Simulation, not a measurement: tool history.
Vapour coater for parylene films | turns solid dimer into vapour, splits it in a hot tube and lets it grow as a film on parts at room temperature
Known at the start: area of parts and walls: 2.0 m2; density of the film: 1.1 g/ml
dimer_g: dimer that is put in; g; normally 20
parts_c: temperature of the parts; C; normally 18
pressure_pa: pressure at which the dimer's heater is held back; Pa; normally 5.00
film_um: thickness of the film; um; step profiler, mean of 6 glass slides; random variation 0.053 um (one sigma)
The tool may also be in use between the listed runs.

run     day  dimer_g  parts_c  pressure_pa  film_um
  1   0.000       20       18         5.00     5.57
  2   1.083       20       18         2.08     6.29
  3   2.150       20       18         2.08     6.18
  4   3.121       20       18         2.08     6.14
  5   3.821       35       18         2.08    10.73
  6   4.362       35       18         2.08    10.67
      4.842  -- trap's valve overhauled
  7   5.075       20       18         5.00     6.18
  8   5.788       20       18         5.00     6.22
  9   6.808       20       18         4.72     6.33
 10   7.346       20       18         4.72     6.28
 11   8.279       20       18         4.72     6.21
 12   9.154       20       18         4.72     6.08
 13   9.846       12       23         7.01     2.83
 14  10.679       14       12         2.68     5.87
 15  11.371       23       18         4.46     6.95
 16  11.933       27       25         4.36     6.25
 17  12.496       20       18         5.03     6.01
 18  13.175       20       18         5.03     5.88
 19  13.804       20       13         2.80     7.90
 20  14.442       20       27         6.37     3.94
 21  14.900       32       14        11.67     9.50
 22  15.792       13       14         6.57     4.22
 23  16.888       29       18        11.29     7.47

Difference, measured minus no-hidden-state, one row per run. Run-to-run variation is common to both terms; the gauge's own scatter need not be:
Hidden state at play: vapour lost through the trap's worn valve, %; true temperature of the parts over the reading, C; drift of the gauge itself on film_um, %.
run  film_um
  1    -0.70
  2    -0.84
  3    -0.89
  4    -0.93
  5    -1.67
  6    -1.72
  7    +0.08
  8    +0.06
  9    +0.02
 10    +0.00
 11    -0.04
 12    -0.07
 13    -0.05
 14    -0.12
 15    -0.18
 16    -0.18
 17    -0.20
 18    -0.22
 19    -0.33
 20    -0.18
 21    -0.47
 22    -0.24
 23    -0.47
